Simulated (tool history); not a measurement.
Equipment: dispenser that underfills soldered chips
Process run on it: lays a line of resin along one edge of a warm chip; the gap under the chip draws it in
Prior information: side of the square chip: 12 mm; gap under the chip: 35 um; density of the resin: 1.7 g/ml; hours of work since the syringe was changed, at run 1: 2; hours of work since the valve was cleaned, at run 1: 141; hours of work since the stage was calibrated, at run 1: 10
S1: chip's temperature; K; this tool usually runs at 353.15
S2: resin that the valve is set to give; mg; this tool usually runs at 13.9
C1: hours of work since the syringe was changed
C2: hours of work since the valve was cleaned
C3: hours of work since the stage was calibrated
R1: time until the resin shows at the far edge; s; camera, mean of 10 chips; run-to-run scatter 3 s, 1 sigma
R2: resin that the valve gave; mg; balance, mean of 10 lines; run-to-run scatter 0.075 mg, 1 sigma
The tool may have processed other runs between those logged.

| run | hour | S1 | S2 | C1 | C2 | C3 | R1 | R2 |
|---|---|---|---|---|---|---|---|---|
| 1 | 0 | 353.15 | 13.9 | 2 | 141 | 10 | 350.9 | 12.12 |
|  | 3.3 | dispensing valve cleaned and set on the balance |
| 2 | 6.1 | 353.15 | 18 | 6 | 2 | 14 | 387 | 18 |
|  | 6.7 | new syringe of resin |
| 3 | 9.6 | 353.15 | 13.9 | 2 | 4 | 16 | 332 | 13.84 |
| 4 | 15.1 | 353.15 | 14.7 | 6 | 8 | 20 | 401.8 | 14.5 |
|  | 15.9 | new syringe of resin |
| 5 | 19.8 | 365.15 | 14.7 | 3 | 11 | 23 | 242.6 | 14.62 |
| 6 | 23 | 365.15 | 14.7 | 5 | 13 | 25 | 269 | 14.49 |
|  | 25.3 | new syringe of resin |
| 7 | 27.1 | 365.15 | 14.7 | 1 | 15 | 27 | 222.1 | 14.36 |
| 8 | 32.5 | 353.15 | 15.8 | 5 | 19 | 31 | 389.2 | 15.57 |
|  | 34.4 | new syringe of resin |
| 9 | 38.4 | 343.15 | 13.9 | 3 | 22 | 34 | 490.7 | 13.6 |
| 10 | 41.9 | 353.15 | 13.9 | 5 | 25 | 37 | 388.5 | 13.55 |
|  | 43.5 | new syringe of resin |
| 11 | 46.4 | 353.15 | 13.9 | 2 | 28 | 40 | 335.3 | 13.4 |
| 12 | 49.6 | 353.15 | 13.9 | 4 | 30 | 42 | 368 | 13.48 |
|  | 52.7 | new syringe of resin |
| 13 | 54.6 | 353.15 | 13.9 | 1 | 33 | 45 | 322.5 | 13.49 |
| 14 | 58.6 | 353.15 | 13.9 | 4 | 35 | 47 | 374.9 | 13.47 |
|  | 62.2 | new syringe of resin |
| 15 | 64.2 | 353.15 | 13.9 | 1 | 39 | 51 | 328.8 | 13.14 |
| 16 | 67.9 | 366.15 | 13.9 | 4 | 41 | 53 | 248.3 | 13.38 |
|  | 71.7 | new syringe of resin |
| 17 | 72.3 | 366.15 | 13.9 | 0 | 44 | 56 | 204.5 | 13.26 |
| 18 | 75.6 | 366.15 | 13.9 | 3 | 46 | 58 | 229.8 | 13.25 |
| 19 | 79.7 | 343.15 | 17.9 | 5 | 49 | 61 | 530.8 | 17.04 |
|  | 81.1 | new syringe of resin |
| 20 | 84.4 | 351.15 | 15.4 | 2 | 52 | 64 | 352.6 | 14.63 |
| 21 | 89.3 | 351.15 | 15.4 | 5 | 55 | 67 | 413.2 | 14.54 |
|  | 90.4 | new syringe of resin |
| 22 | 93.8 | 343.15 | 13.3 | 2 | 58 | 70 | 471.9 | 12.45 |
| 23 | 98.8 | 356.15 | 12.7 | 6 | 61 | 73 | 357.4 | 11.97 |
|  | 99.6 | new syringe of resin |
| 24 | 102.5 | 340.15 | 15.1 | 2 | 64 | 75 | 516.7 | 14.18 |
| 25 | 107.4 | 359.15 | 16 | 5 | 67 | 79 | 323.4 | 14.85 |
|  | 108.7 | new syringe of resin |
| 26 | 113 | 359.15 | 16 | 3 | 70 | 82 | 284 | 14.92 |
| 27 | 115.6 | 346.15 | 14.2 | 5 | 72 | 84 | 483.5 | 13.22 |
|  | 118.2 | new syringe of resin |
| 28 | 120.1 | 368.15 | 14.5 | 1 | 75 | 87 | 206.7 | 13.36 |
| 29 | 122.6 | 348.15 | 13 | 3 | 76 | 88 | 429.3 | 11.98 |
|  | 127.8 | new syringe of resin |
| 30 | 128.7 | 348.15 | 13 | 1 | 80 | 92 | 376.3 | 12.07 |
| 31 | 133.3 | 357.15 | 16.1 | 4 | 83 | 95 | 318 | 14.87 |
|  | 136.9 | new syringe of resin |
| 32 | 138.3 | 357.15 | 16.1 | 1 | 86 | 98 | 278.5 | 14.76 |
| 33 | 141 | 357.15 | 12.4 | 3 | 88 | 100 | 314.2 | 11.49 |
| 34 | 144.1 | 346.15 | 14.6 | 5 | 90 | 102 | 476.9 | 13.44 |
|  | 146.1 | new syringe of resin |
| 35 | 149.2 | 344.15 | 16.7 | 2 | 93 | 105 | 457 | 15.18 |

What if the next run were any one of these 3? Each begins from the tool's condition after run 35:
|  | 155.3 | new syringe of resin |
| A | 155.3 | 340.15 | 17.5 | 0 | 97 | 109 | ? | ? |
|  | 155.3 | new syringe of resin |
| B | 155.3 | 340.15 | 12.1 | 0 | 97 | 109 | ? | ? |
|  | 155.3 | new syringe of resin |
| C | 155.3 | 365.15 | 16.5 | 0 | 97 | 109 | ? | ? |

| run | R1 | R2 |
|---|---|---|
| A | 475.6 | 15.72 |
| B | 498.7 | 10.92 |
| C | 212.4 | 14.88 |
With the hidden condition removed and each run's random variation left untouched, the same runs would have given:
| run | R1 | R2 |
|---|---|---|
| A | 464.3 | 17.35 |
| B | 476.3 | 12.05 |
| C | 207.5 | 16.43 |

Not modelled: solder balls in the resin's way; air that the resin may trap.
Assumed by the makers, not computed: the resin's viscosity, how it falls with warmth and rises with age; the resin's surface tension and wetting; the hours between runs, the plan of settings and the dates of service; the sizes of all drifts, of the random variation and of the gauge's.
